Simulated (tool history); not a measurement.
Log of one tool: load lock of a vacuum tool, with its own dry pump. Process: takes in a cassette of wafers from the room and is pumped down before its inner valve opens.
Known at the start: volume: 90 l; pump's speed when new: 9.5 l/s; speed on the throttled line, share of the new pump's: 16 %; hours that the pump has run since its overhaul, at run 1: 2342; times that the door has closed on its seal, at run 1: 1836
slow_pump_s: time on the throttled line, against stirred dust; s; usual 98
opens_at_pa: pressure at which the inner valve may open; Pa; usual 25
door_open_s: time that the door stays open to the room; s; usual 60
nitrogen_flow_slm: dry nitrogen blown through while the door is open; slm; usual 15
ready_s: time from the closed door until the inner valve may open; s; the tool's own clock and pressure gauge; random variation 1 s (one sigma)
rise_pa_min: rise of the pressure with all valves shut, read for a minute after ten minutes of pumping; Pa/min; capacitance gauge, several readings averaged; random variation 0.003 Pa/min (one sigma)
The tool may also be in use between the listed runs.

run    hour  slow_pump_s  opens_at_pa  door_open_s  nitrogen_flow_slm  hours that the pump has run since its overhaul  times that the door has closed on its seal  incoming humidity of the room's air, %  ready_s  rise_pa_min
  1       0           98           25           60                 15                                            2342                                        1836                                    46.2      165        0.016
  2   158.7           98           25           60                 15                                            2501                                        2217                                    42.2    165.9        0.017
  3   301.9           98           25           60                 15                                            2644                                        2561                                    45.7      165        0.024
  4   414.7           98           25           60                 15                                            2757                                        2832                                    48.8    166.1        0.028
  5   512.4           98           25           60                 15                                            2854                                        3066                                    47.2    165.6        0.019
  6     658           98           25           60                 10                                            3000                                        3416                                      41    164.4        0.023
  7   808.9           98           25           60                 10                                            3151                                        3778                                    43.7    167.1        0.025
  8   912.2          163           25           60                 15                                            3254                                        4026                                    46.8    222.2        0.022
  9   980.7          163           25           60                 15                                            3323                                        4190                                    41.6    218.5        0.021
 10  1074.1           98           49           60                 15                                            3416                                        4415                                    45.7    158.5        0.028
 11    1213           98           49           60                 15                                            3555                                        4748                                    48.9    156.8        0.027
 12  1338.8           98           25           99                 15                                            3681                                        5050                                      45    167.6        0.032
 13  1447.5           98           25           99                 15                                            3790                                        5311                                      45    164.6        0.031
 14  1562.5           98           25           28                 15                                            3904                                        5587                                    48.3    167.8        0.025
 15  1729.6           98           19           28                 15                                            4072                                        5988                                      48    170.2        0.024
 16  1893.4           98           19           28                 15                                            4235                                        6382                                    44.6    167.9        0.024
 17  2010.9           98           19           28                 15                                            4353                                        6664                                    47.6    170.8        0.024
 18  2176.9           98           25           60                 15                                            4519                                        7062                                    47.9    168.1        0.033
 19  2282.2          115           25           60                 28                                            4624                                        7315                                    50.2    182.5        0.026
 20  2369.7          103           32           80                  8                                            4712                                        7525                                    50.9      169        0.042
 21  2498.9          103           32           54                 21                                            4841                                        7835                                    43.3    168.2        0.029
 22    2608          103           32           54                 21                                            4950                                        8097                                    43.9    168.5        0.034

Forecast run 23:
 23  2732.2           68           30          184                 15                                            5074                                        8395                                    42.8        ?            ?

Run 23 gave ready_s 141.2 s, rise_pa_min 0.053 Pa/min.
Without the tool's hidden state the same run would have given ready_s 134.2 s, rise_pa_min 0.031 Pa/min.
